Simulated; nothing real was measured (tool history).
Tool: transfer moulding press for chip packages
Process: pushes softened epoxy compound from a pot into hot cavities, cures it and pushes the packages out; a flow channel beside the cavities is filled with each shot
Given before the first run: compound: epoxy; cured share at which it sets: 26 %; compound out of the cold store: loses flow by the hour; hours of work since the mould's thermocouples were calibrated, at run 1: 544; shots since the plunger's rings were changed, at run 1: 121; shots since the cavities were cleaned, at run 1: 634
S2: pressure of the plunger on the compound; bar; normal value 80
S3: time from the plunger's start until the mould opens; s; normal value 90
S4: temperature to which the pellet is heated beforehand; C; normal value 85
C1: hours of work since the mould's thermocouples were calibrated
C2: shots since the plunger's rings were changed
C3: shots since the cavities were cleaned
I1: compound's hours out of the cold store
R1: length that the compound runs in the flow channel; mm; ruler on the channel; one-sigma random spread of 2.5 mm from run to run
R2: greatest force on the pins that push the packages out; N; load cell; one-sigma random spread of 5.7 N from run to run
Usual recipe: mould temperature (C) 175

Run 1, hour 0: usual settings; C1 544; C2 121; C3 634; I1 28.1. Result: R1 789 mm, R2 277 N.
At hour 6.4: cavities cleaned with cleaning compound and waxed.
Run 2, hour 26.1: usual settings; C1 557; C2 396; C3 220; I1 32.6. Result: R1 775 mm, R2 244 N.
Run 3, hour 41.2: usual settings; C1 566; C2 565; C3 389; I1 13.9. Result: R1 818 mm, R2 259 N.
Run 4, hour 58: usual settings; C1 575; C2 755; C3 579; I1 44.6. Result: R1 747 mm, R2 268 N.
At hour 69.2: cavities cleaned with cleaning compound and waxed.
Run 5, hour 91.5: usual settings; C1 593; C2 1113; C3 250; I1 42.5. Result: R1 750 mm, R2 240 N.
Run 6, hour 121.7: usual settings; C1 609; C2 1451; C3 588; I1 27.9. Result: R1 778 mm, R2 265 N.
At hour 132.8: cavities cleaned with cleaning compound and waxed.
Run 7, hour 139.4: usual settings; C1 618; C2 1633; C3 74; I1 24.8. Result: R1 780 mm, R2 211 N.
Run 8, hour 170.7: usual settings; C1 635; C2 1984; C3 425; I1 39.2. Result: R1 744 mm, R2 256 N.
At hour 179.2: mould's thermocouples calibrated.
Run 9, hour 189.9: usual settings; C1 6; C2 2177; C3 618; I1 30.5. Result: R1 765 mm, R2 270 N.
At hour 199.5: cavities cleaned with cleaning compound and waxed.
Run 10, hour 211.8: usual settings; C1 17; C2 2406; C3 138; I1 31.3. Result: R1 762 mm, R2 225 N.
At hour 230.5: plunger's sealing rings changed.
Run 11, hour 246.1: usual settings; C1 35; C2 175; C3 495; I1 26. Result: R1 798 mm, R2 284 N.
At hour 267.2: cavities cleaned with cleaning compound and waxed.
Run 12, hour 279.8: usual settings but S4 86 C; C1 53; C2 537; C3 143; I1 25. Result: R1 790 mm, R2 237 N.
Run 13, hour 311.5: usual settings but S4 86 C; C1 70; C2 892; C3 498; I1 41.7. Result: R1 751 mm, R2 265 N.
At hour 332: cavities cleaned with cleaning compound and waxed.
Run 14, hour 345.2: usual settings but S4 86 C; C1 88; C2 1253; C3 148; I1 32.8. Result: R1 762 mm, R2 233 N.
Run 15, hour 374.5: usual settings but mould temperature (C) 183, S4 80 C; C1 104; C2 1581; C3 476; I1 21.6. Result: R1 761 mm, R2 201 N.
At hour 395.2: cavities cleaned with cleaning compound and waxed.
Run 16, hour 403.9: usual settings but mould temperature (C) 178, S3 108 s, S4 92 C; C1 119; C2 1894; C3 97; I1 28.2. Result: R1 763 mm, R2 170 N.
Run 17, hour 426.1: usual settings but S2 67.7 bar, S3 126 s, S4 92 C; C1 132; C2 2143; C3 346; I1 39.2. Result: R1 682 mm, R2 194 N.
Run 18, hour 448.5: usual settings but mould temperature (C) 178, S4 89 C; C1 144; C2 2394; C3 597; I1 17.1. Result: R1 779 mm, R2 234 N.
At hour 457.9: cavities cleaned with cleaning compound and waxed.
At hour 469.2: plunger's sealing rings changed.
Run 19, hour 475.7: usual settings but mould temperature (C) 180, S4 80 C; C1 157; C2 73; C3 172; I1 28.5. Result: R1 778 mm, R2 186 N.
Run 20, hour 504.8: usual settings but mould temperature (C) 180, S4 80 C; C1 173; C2 399; C3 498; I1 16.5. Result: R1 802 mm, R2 222 N.
Run 21, hour 521.4: usual settings but mould temperature (C) 180, S2 70.3 bar, S3 79 s, S4 80 C; C1 182; C2 585; C3 684; I1 47.6. Result: R1 684 mm, R2 257 N.
At hour 525.1: cavities cleaned with cleaning compound and waxed.
Run 22, hour 553.4: usual settings but mould temperature (C) 180, S2 70.3 bar, S3 79 s, S4 80 C; C1 199; C2 927; C3 317; I1 44.2. Result: R1 686 mm, R2 232 N.
Run 23, hour 570.4: usual settings but mould temperature (C) 180, S2 70.3 bar, S3 79 s, S4 80 C; C1 208; C2 1118; C3 508; I1 34.8. Result: R1 699 mm, R2 254 N.
At hour 589.3: cavities cleaned with cleaning compound and waxed.
Run 24, hour 600.6: usual settings but mould temperature (C) 173, S2 80.7 bar, S3 79 s, S4 90 C; C1 224; C2 1439; C3 126; I1 15.7. Result: R1 816 mm, R2 342 N.
Run 25, hour 623.1: usual settings but mould temperature (C) 173, S2 90 bar, S3 119 s, S4 89 C; C1 236; C2 1691; C3 378; I1 17.9. Result: R1 858 mm, R2 205 N.
Run 26, hour 641.6: usual settings but mould temperature (C) 171, S2 86.5 bar, S3 112 s, S4 89 C; C1 247; C2 1899; C3 586; I1 40.9. Result: R1 781 mm, R2 241 N.
At hour 653.2: cavities cleaned with cleaning compound and waxed.
Run 27, hour 669.8: usual settings but mould temperature (C) 170, S2 75.3 bar, S3 100 s, S4 79 C; C1 261; C2 2199; C3 186; I1 40.2. Result: R1 733 mm, R2 269 N.

Selected run-to-run steps in R1, each split into two signed amounts: the part the tool would show with no hidden state at all (from settings, incoming material and random variation), and the remainder, which goes to the hidden state together with any gauge scatter not common to the measured and the hidden-state-free results:
Unlogged tool condition in this case: true mould temperature over the reading, C; pressure that reaches the compound, % of what is set; grip of the stained cavities, % over clean ones'; drift of the gauge itself on flow_mm, %; drift of the gauge itself on push_out_n, %.
Run 10 -> 11: plunger's sealing rings changed. R1 +36 mm: hidden state +27, all else +9.
Run 18 -> 19: mould temperature (C) 178 -> 180, S4 89 -> 80, cavities cleaned with cleaning compound and waxed, plunger's sealing rings changed. R1 -1 mm: hidden state +29, all else -30.
Run 20 -> 21: S2 80 -> 70.3, S3 90 -> 79. R1 -118 mm: hidden state +0, all else -118.
Run 23 -> 24: mould temperature (C) 180 -> 173, S2 70.3 -> 80.7, S4 80 -> 90, cavities cleaned with cleaning compound and waxed. R1 +117 mm: hidden state -7, all else +124.
